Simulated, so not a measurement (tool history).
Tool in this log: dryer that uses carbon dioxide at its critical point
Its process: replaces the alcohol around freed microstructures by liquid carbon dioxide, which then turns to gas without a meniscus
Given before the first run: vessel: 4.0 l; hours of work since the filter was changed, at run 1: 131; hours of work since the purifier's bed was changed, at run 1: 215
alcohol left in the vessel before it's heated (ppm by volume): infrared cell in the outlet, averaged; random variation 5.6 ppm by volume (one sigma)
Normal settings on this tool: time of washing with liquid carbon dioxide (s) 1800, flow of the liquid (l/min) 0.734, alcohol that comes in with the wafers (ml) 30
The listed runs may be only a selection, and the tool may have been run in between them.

run   hour  time of washing with liquid carbon dioxide (s)  flow of the liquid (l/min)  alcohol that comes in with the wafers (ml)  hours of work since the filter was changed  hours of work since the purifier's bed was changed  alcohol left in the vessel before it's heated (ppm by volume)
  1    0.0                                            1800                       0.734                                          30                                         131                                                 215                                                            284
  2   20.3                                            1800                       0.734                                          30                                         142                                                 227                                                            293
  3   41.7                                            1800                       0.734                                          30                                         154                                                 239                                                            311
  4   67.5                                            1800                       0.734                                          30                                         169                                                 253                                                            324
  5   81.4                                            1800                       0.734                                          30                                         177                                                 261                                                            307
  6   93.7                                            1800                       0.734                                          30                                         184                                                 268                                                            337
  7  112.3                                            1800                       0.734                                          30                                         194                                                 279                                                            326
  8  133.6                                            1800                       0.734                                          30                                         206                                                 291                                                            347
  9  155.7                                            1800                       0.734                                          30                                         219                                                 303                                                            369
     171.2  -- inlet filter changed
 10  178.5                                            2520                       0.734                                          30                                           4                                                 315                                                            122
 11  202.1                                            1800                       1.106                                          30                                          17                                                 329                                                            116
 12  216.9                                            1800                       0.734                                          30                                          26                                                 337                                                            261
 13  232.3                                            1800                       0.734                                          47                                          35                                                 346                                                            356
 14  245.2                                            1800                       0.734                                          47                                          42                                                 353                                                            369
 15  272.0                                            1800                       0.734                                          30                                          57                                                 368                                                            286
 16  295.1                                            2460                       0.938                                          73                                          70                                                 381                                                            125
 17  307.2                                            2460                       0.938                                          73                                          77                                                 388                                                            137
 18  328.2                                            2460                       0.938                                          73                                          89                                                 400                                                            121
 19  355.6                                            2340                       0.589                                          41                                         104                                                 415                                                            354
 20  382.9                                            2220                       0.797                                          30                                         120                                                 431                                                            171
 21  400.0                                            1620                       0.613                                          32                                         129                                                 441                                                            672
 22  420.3                                            1200                       0.945                                          30                                         141                                                 452                                                            479
 23  439.6                                            1380                       0.754                                          43                                         152                                                 463                                                            803
 24  451.2                                            1380                       0.754                                          43                                         158                                                 469                                                            797
 25  462.8                                            2880                       0.694                                          23                                         165                                                 476                                                            163
 26  480.5                                            2880                       0.694                                          23                                         175                                                 486                                                            162
 27  501.4                                            1440                       0.715                                          33                                         186                                                 498                                                            688
 28  526.4                                            1440                       0.715                                          33                                         201                                                 512                                                            713
 29  550.4                                            2820                       0.715                                         116                                         214                                                 525                                                            294

Same runs, no hidden state in the tool, same run-to-run variation:
The tool's hidden condition here consists of: flow that reaches the vessel past the clogged filter, %; alcohol in the recycled carbon dioxide, ppm; drift of the gauge itself on alcohol_ppm, %.
run  alcohol left in the vessel before it's heated (ppm by volume)
  1                                                            159
  2                                                            160
  3                                                            168
  4                                                            166
  5                                                            150
  6                                                            171
  7                                                            154
  8                                                            160
  9                                                            172
 10                                                             39
 11                                                             28
 12                                                            162
 13                                                            246
 14                                                            248
 15                                                            167
 16                                                             16
 17                                                             28
 18                                                             10
 19                                                            198
 20                                                             44
 21                                                            450
 22                                                            276
 23                                                            528
 24                                                            516
 25                                                             24
 26                                                             20
 27                                                            411
 28                                                            416
 29                                                             76

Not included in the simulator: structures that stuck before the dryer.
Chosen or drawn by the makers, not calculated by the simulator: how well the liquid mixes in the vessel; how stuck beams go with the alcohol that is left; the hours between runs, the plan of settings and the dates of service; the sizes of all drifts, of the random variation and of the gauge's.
